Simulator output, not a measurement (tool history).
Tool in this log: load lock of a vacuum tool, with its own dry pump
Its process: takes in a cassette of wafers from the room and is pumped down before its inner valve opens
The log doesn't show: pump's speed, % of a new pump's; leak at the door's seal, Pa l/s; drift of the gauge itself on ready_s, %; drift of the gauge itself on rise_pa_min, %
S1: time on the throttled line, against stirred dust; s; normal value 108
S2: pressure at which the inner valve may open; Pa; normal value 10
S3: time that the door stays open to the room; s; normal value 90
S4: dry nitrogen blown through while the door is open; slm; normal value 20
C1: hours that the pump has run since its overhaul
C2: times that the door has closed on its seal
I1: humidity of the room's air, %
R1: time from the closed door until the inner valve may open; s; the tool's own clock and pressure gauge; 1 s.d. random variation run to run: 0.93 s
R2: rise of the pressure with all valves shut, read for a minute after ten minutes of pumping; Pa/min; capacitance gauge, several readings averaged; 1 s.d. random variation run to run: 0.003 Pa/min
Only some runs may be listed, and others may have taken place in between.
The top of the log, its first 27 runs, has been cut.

run 28 day=134.558 | S1=108 S2=10 S3=162 S4=30 | C1=4776 C2=17655 | I1=43.2 | R1=149.9 R2=0.112
run 29 day=137.533 | S1=108 S2=13 S3=48 S4=21 | C1=4847 C2=17936 | I1=45.9 | R1=144.9 R2=0.108
run 30 day=141.921 | S1=108 S2=10 S3=40 S4=11 | C1=4952 C2=18350 | I1=42.7 | R1=148.1 R2=0.113
run 31 day=146.367 | S1=108 S2=10 S3=40 S4=11 | C1=5059 C2=18769 | I1=42 | R1=146.3 R2=0.113
run 32 day=152.971 | S1=171 S2=10 S3=37 S4=12 | C1=5217 C2=19392 | I1=45.1 | R1=204.7 R2=0.119
run 33 day=157.912 | S1=171 S2=10 S3=37 S4=12 | C1=5336 C2=19858 | I1=44 | R1=202.7 R2=0.126
run 34 day=161.333 | S1=68 S2=13 S3=37 S4=12 | C1=5418 C2=20181 | I1=44.7 | R1=112.2 R2=0.131
run 35 day=165.296 | S1=68 S2=13 S3=37 S4=12 | C1=5513 C2=20554 | I1=45.1 | R1=110.8 R2=0.129
run 36 day=169.162 | S1=124 S2=13 S3=37 S4=44 | C1=5606 C2=20919 | I1=44.1 | R1=159.8 R2=0.129

What if the next run were any one of these 5? Each begins from the tool's condition after run 36:
run A day=174.325 | S1=121 S2=10 S3=36 S4=20 | C1=5730 C2=21406 | I1=44.4 | R1=? R2=?
run B day=174.325 | S1=77 S2=8 S3=90 S4=20 | C1=5730 C2=21406 | I1=44.3 | R1=? R2=?
run C day=174.325 | S1=106 S2=11 S3=213 S4=20 | C1=5730 C2=21406 | I1=43.8 | R1=? R2=?
run D day=174.325 | S1=108 S2=10 S3=60 S4=10 | C1=5730 C2=21406 | I1=42.7 | R1=? R2=?
run E day=174.325 | S1=108 S2=11 S3=105 S4=4 | C1=5730 C2=21406 | I1=43.2 | R1=? R2=?

run=A R1=158.8 R2=0.135
run=B R1=121 R2=0.142
run=C R1=146 R2=0.145
run=D R1=149 R2=0.138
run=E R1=146.2 R2=0.152
Without the tool's unlogged condition, the same runs would have read:
run=A R1=156.7 R2=0.017
run=B R1=118.7 R2=0.024
run=C R1=144 R2=0.024
run=D R1=146.8 R2=0.019
run=E R1=144 R2=0.031
